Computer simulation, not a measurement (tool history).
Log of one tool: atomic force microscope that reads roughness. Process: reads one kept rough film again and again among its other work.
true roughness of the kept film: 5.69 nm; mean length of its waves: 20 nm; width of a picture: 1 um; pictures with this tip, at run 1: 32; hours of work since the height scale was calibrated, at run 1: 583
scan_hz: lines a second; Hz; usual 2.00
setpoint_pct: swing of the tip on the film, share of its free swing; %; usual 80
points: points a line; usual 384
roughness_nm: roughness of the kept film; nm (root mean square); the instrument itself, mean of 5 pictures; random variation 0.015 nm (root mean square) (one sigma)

run	hour	scan_hz	setpoint_pct	points	pictures with this tip	hours of work since the height scale was calibrated	roughness_nm
1	0.0	2.00	80	384	32	583	3.301
2	21.6	2.00	80	384	62	598	3.083
3	35.7	2.00	80	384	81	607	2.947
4	52.5	2.00	80	384	103	619	2.820
5	71.9	2.00	68	384	130	632	2.802
6	90.2	0.75	80	384	154	645	2.728
7	100.4	2.00	80	686	168	652	2.494
# hour 112.2: new tip fitted
8	113.8	2.00	80	686	2	660	3.558
9	133.8	2.00	80	298	29	674	3.240
10	147.3	2.00	80	298	47	683	3.080
11	166.0	0.71	80	384	72	696	3.230
12	180.9	2.00	80	384	93	706	2.843
13	201.9	2.00	65	384	121	720	2.901
14	218.2	2.85	80	566	143	732	2.487
15	232.7	2.00	86	384	163	741	2.396
# hour 249.6: new tip fitted
16	254.4	2.00	86	384	6	756	3.351
17	272.5	3.95	82	384	31	768	2.864
18	282.6	3.95	82	384	45	775	2.765
19	298.4	1.73	76	985	66	786	3.166
20	308.9	0.85	59	985	80	793	3.262
21	330.8	0.94	80	381	110	808	2.923
22	340.9	2.36	64	639	124	815	2.897
23	353.6	2.36	64	639	141	823	2.806
24	365.9	2.36	64	639	157	832	2.707
# hour 385.7: new tip fitted
25	385.8	2.00	87	284	1	845	3.397
26	401.6	2.00	87	284	22	856	3.209

Forecast each of these 4 alternatives for the next run:
A	412.8	2.00	90	384	37	863	?
B	412.8	2.14	61	384	37	863	?
C	412.8	1.03	80	384	37	863	?
D	412.8	2.00	67	384	37	863	?

run	roughness_nm
A	3.058
B	3.541
C	3.500
D	3.493
Without the tool's hidden state the same runs would have given:
run	roughness_nm
A	3.317
B	3.842
C	3.797
D	3.789

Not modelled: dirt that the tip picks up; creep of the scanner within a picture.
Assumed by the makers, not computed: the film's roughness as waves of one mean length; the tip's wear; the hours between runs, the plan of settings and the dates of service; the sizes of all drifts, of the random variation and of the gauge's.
